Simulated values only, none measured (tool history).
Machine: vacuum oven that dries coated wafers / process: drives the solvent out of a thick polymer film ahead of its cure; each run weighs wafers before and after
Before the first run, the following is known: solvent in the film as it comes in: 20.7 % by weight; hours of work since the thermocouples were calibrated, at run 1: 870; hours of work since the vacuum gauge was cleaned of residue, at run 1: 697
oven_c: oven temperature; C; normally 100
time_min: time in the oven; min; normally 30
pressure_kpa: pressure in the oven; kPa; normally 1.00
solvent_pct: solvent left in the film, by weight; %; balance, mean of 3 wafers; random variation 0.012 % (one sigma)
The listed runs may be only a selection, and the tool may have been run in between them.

run   hour  oven_c  time_min  pressure_kpa  hours of work since the thermocouples were calibrated  hours of work since the vacuum gauge was cleaned of residue  solvent_pct
  1    0.0     100        30          1.00                                                    870                                                          697         0.85
  2   22.5     100        30          1.00                                                    882                                                          709         0.88
  3   55.0     100        30          1.00                                                    900                                                          727         0.86
  4   73.1      91        30          1.00                                                    910                                                          737         2.81
  5   95.1      91        26          1.00                                                    922                                                          749         3.49
  6  113.2      91        26          1.00                                                    932                                                          759         3.53
  7  154.1     102        33          0.99                                                    954                                                          781         0.55
     158.6  -- oven's thermocouples calibrated
  8  197.2      86        40          1.26                                                     21                                                          803         3.09
  9  233.1     100        17          0.58                                                     41                                                          823         2.45
 10  265.7      96        26          0.58                                                     58                                                          841         1.76
 11  309.6     108        30          0.65                                                     82                                                          865         0.25

Each row is a separate what-if for the run after 11, all from the same tool condition, not one after another. Results?
  A  351.6      93        16          2.18                                                    105                                                          888            ?
  B  351.6     105        30          0.65                                                    105                                                          888            ?
  C  351.6     108        35          0.65                                                    105                                                          888            ?
  D  351.6     108        46          0.53                                                    105                                                          888            ?
  E  351.6     108        27          0.65                                                    105                                                          888            ?

run  solvent_pct
  A         5.61
  B         0.36
  C         0.20
  D         0.19
  E         0.29
Without the tool's hidden state the same runs would have given:
run  solvent_pct
  A         5.99
  B         0.34
  C         0.14
  D         0.13
  E         0.26
